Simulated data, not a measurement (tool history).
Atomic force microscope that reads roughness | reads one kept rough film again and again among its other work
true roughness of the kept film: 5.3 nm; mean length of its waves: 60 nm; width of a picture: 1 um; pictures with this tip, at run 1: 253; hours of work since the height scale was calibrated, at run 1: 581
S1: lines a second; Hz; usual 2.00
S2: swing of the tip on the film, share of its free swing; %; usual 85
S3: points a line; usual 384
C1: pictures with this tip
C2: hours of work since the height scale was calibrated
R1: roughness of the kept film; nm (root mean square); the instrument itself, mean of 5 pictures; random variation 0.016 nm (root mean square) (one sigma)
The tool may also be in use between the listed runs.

{"run": 1, "day": 0.0, "S1": 2.0, "S2": 85, "S3": 384, "C1": 253, "C2": 581, "R1": 3.966}
{"run": 2, "day": 0.908, "S1": 2.0, "S2": 85, "S3": 384, "C1": 282, "C2": 594, "R1": 3.972}
{"run": 3, "day": 1.892, "S1": 2.0, "S2": 85, "S3": 384, "C1": 312, "C2": 608, "R1": 3.948}
{"run": 4, "day": 2.492, "S1": 2.0, "S2": 56, "S3": 384, "C1": 331, "C2": 616, "R1": 4.807}
{"day": 2.642, "done": "new tip fitted"}
{"run": 5, "day": 3.288, "S1": 2.0, "S2": 85, "S3": 384, "C1": 20, "C2": 627, "R1": 3.968}
{"run": 6, "day": 4.25, "S1": 2.0, "S2": 85, "S3": 384, "C1": 50, "C2": 640, "R1": 3.958}
{"run": 7, "day": 4.925, "S1": 2.0, "S2": 85, "S3": 316, "C1": 71, "C2": 649, "R1": 3.975}
{"run": 8, "day": 5.721, "S1": 2.0, "S2": 85, "S3": 316, "C1": 95, "C2": 660, "R1": 3.953}
{"run": 9, "day": 6.554, "S1": 1.25, "S2": 89, "S3": 481, "C1": 121, "C2": 672, "R1": 4.197}
{"run": 10, "day": 7.471, "S1": 1.25, "S2": 89, "S3": 481, "C1": 150, "C2": 684, "R1": 4.196}
{"run": 11, "day": 8.3, "S1": 3.11, "S2": 61, "S3": 481, "C1": 176, "C2": 696, "R1": 4.522}
{"run": 12, "day": 9.067, "S1": 3.11, "S2": 61, "S3": 481, "C1": 199, "C2": 707, "R1": 4.535}
{"run": 13, "day": 9.988, "S1": 2.89, "S2": 63, "S3": 515, "C1": 228, "C2": 719, "R1": 4.543}
{"run": 14, "day": 10.817, "S1": 1.09, "S2": 67, "S3": 506, "C1": 254, "C2": 731, "R1": 4.788}
{"run": 15, "day": 11.533, "S1": 1.16, "S2": 67, "S3": 703, "C1": 276, "C2": 741, "R1": 4.796}

3 ways to go on from here, each from the tool as it stands after run 15. What would each give?
{"run": "A", "day": 12.304, "S1": 1.16, "S2": 70, "S3": 626, "C1": 300, "C2": 751, "R1": "?"}
{"run": "B", "day": 12.304, "S1": 2.0, "S2": 64, "S3": 384, "C1": 300, "C2": 751, "R1": "?"}
{"run": "C", "day": 12.304, "S1": 1.16, "S2": 67, "S3": 680, "C1": 300, "C2": 751, "R1": "?"}

run=A R1=4.727
run=B R1=4.649
run=C R1=4.770
Without the tool's hidden state the same runs would have given:
run=A R1=4.743
run=B R1=4.665
run=C R1=4.785

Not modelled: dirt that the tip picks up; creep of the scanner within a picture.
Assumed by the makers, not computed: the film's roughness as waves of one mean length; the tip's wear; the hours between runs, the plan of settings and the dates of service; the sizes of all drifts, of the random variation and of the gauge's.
